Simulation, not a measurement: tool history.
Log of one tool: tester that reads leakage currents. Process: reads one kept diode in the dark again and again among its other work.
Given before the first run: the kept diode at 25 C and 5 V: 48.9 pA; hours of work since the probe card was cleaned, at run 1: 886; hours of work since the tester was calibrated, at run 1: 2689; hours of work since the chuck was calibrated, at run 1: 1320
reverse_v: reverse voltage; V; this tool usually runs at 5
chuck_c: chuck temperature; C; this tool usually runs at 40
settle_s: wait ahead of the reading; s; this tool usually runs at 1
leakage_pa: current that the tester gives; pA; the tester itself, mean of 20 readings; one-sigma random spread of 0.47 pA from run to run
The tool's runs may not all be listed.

run,hour,reverse_v,chuck_c,settle_s,hours of work since the probe card was cleaned,hours of work since the tester was calibrated,hours of work since the chuck was calibrated,leakage_pa
1,0,5,40,1,886,2689,1320,156.55
2,116.2,5,40,1,975,2777,1409,155.68
3,228.3,5,40,1,1060,2863,1495,155.36
4,297.8,5,21,1,1113,2916,1548,37.11
5,435.6,5,21,1,1219,3021,1653,37.52
6,531.1,5,40,1,1292,3094,1726,156.45
7,614,5,50,1,1355,3158,1789,315.82
8,742.4,5,50,1,1453,3256,1887,313.13
9,833.1,5,50,1,1522,3325,1957,312.93
10,948.4,3.93,40,1,1611,3413,2045,136.59
# hour 1061.9: chuck's temperature calibrated
11,1086.2,3.93,40,1,1714,3517,19,136.52
12,1238.6,5,40,1,1831,3633,135,155.64
13,1379.9,5,40,3.29,1939,3741,243,154.18
14,1506.3,8.27,40,3.29,2035,3838,339,200.82
15,1641.6,6.24,40,1,2139,3941,443,174.49
16,1766.1,7.53,26,1,2234,4036,538,68.33
17,1877.1,7.53,26,1,2319,4121,623,68.38
18,2004.4,3.21,40,1,2416,4218,720,122.8
19,2123.8,3.57,54,0.52,2507,4310,811,345.22
20,2272.2,2.73,44,3,2620,4423,925,150.24
21,2385.8,3.41,49,0.63,2707,4510,1011,240.39
22,2537,5,22,0.49,2823,4625,1127,41.93
23,2627.9,3.43,22,5.46,2892,4695,1196,31.8
24,2766,3.43,22,5.46,2998,4800,1302,31.97
25,2864.3,7.03,22,1.15,3073,4875,1377,48.03
26,2965.1,18.92,28,0.32,3150,4952,1454,144.43
27,3111.8,5,29,1.54,3262,5065,1566,68.28
# hour 3242.1: tester calibrated
28,3257.2,16.34,30,1.86,3371,12,1676,136.84
29,3323.2,16.34,30,1.86,3422,62,1726,137.83
# hour 3406.2: probe card cleaned and baked
30,3436,6.68,40,1,23,146,1810,180.96

Predict each of these 3 candidate next runs independently; none follows another, all start after run 30:
A,3502.3,7.52,40,0.49,73,196,1861,?
B,3502.3,1.42,40,1.92,73,196,1861,?
C,3502.3,1,40,7.82,73,196,1861,?

run,leakage_pa
A,195.89
B,80.44
C,66.7
What these runs would have given with no unlogged condition in the tool:
run,leakage_pa
A,195.49
B,80.27
C,66.56

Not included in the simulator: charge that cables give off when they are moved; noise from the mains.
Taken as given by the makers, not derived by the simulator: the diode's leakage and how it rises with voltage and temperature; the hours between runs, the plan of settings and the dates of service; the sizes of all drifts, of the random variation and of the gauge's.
